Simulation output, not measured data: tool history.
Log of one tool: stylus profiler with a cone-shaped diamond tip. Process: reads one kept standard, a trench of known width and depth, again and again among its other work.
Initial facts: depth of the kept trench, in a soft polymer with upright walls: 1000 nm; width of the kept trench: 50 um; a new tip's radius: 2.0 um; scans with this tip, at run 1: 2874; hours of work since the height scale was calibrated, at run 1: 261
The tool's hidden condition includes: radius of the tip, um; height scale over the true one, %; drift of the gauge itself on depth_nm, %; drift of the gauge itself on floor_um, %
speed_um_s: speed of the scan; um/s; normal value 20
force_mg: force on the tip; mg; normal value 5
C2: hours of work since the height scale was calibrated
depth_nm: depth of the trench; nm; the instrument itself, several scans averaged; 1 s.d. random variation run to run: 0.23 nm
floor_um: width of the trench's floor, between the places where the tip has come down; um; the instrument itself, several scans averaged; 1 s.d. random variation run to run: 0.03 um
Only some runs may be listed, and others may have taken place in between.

{"run": 1, "hour": 0.0, "speed_um_s": 20, "force_mg": 5, "scans with this tip": 2874, "C2": 261, "depth_nm": 1014.35, "floor_um": 46.31}
{"run": 2, "hour": 27.8, "speed_um_s": 20, "force_mg": 5, "scans with this tip": 3075, "C2": 279, "depth_nm": 1014.17, "floor_um": 46.32}
{"run": 3, "hour": 50.8, "speed_um_s": 20, "force_mg": 5, "scans with this tip": 3242, "C2": 294, "depth_nm": 1014.76, "floor_um": 46.36}
{"run": 4, "hour": 65.8, "speed_um_s": 20, "force_mg": 5, "scans with this tip": 3351, "C2": 304, "depth_nm": 1014.17, "floor_um": 46.33}
{"run": 5, "hour": 93.6, "speed_um_s": 20, "force_mg": 5, "scans with this tip": 3553, "C2": 323, "depth_nm": 1014.06, "floor_um": 46.32}
{"run": 6, "hour": 117.7, "speed_um_s": 26, "force_mg": 5, "scans with this tip": 3727, "C2": 338, "depth_nm": 1014.48, "floor_um": 46.35}
{"run": 7, "hour": 151.4, "speed_um_s": 26, "force_mg": 5, "scans with this tip": 3971, "C2": 361, "depth_nm": 1014.38, "floor_um": 46.29}
{"run": 8, "hour": 180.9, "speed_um_s": 40, "force_mg": 3.15, "scans with this tip": 4185, "C2": 380, "depth_nm": 1011.29, "floor_um": 46.27}
{"run": 9, "hour": 209.8, "speed_um_s": 11, "force_mg": 3.15, "scans with this tip": 4394, "C2": 399, "depth_nm": 1011.24, "floor_um": 46.36}
{"run": 10, "hour": 237.9, "speed_um_s": 7, "force_mg": 3.15, "scans with this tip": 4598, "C2": 418, "depth_nm": 1011.72, "floor_um": 46.28}
{"run": 11, "hour": 255.4, "speed_um_s": 7, "force_mg": 3.76, "scans with this tip": 4725, "C2": 429, "depth_nm": 1012.73, "floor_um": 46.31}
{"run": 12, "hour": 285.3, "speed_um_s": 43, "force_mg": 5, "scans with this tip": 4942, "C2": 449, "depth_nm": 1015.03, "floor_um": 46.21}

Here are 3 independent what-if runs from the current tool condition. What would each one return?
{"run": "A", "hour": 310.2, "speed_um_s": 20, "force_mg": 2.44, "scans with this tip": 5122, "C2": 465, "depth_nm": "?", "floor_um": "?"}
{"run": "B", "hour": 310.2, "speed_um_s": 43, "force_mg": 3.26, "scans with this tip": 5122, "C2": 465, "depth_nm": "?", "floor_um": "?"}
{"run": "C", "hour": 310.2, "speed_um_s": 43, "force_mg": 2.04, "scans with this tip": 5122, "C2": 465, "depth_nm": "?", "floor_um": "?"}

run=A depth_nm=1009.93 floor_um=46.24
run=B depth_nm=1011.78 floor_um=46.16
run=C depth_nm=1009.03 floor_um=46.14
Take away the tool's hidden state, keep each run's random variation, and the runs would have read:
run=A depth_nm=1007.78 floor_um=46.48
run=B depth_nm=1009.63 floor_um=46.4
run=C depth_nm=1006.89 floor_um=46.37
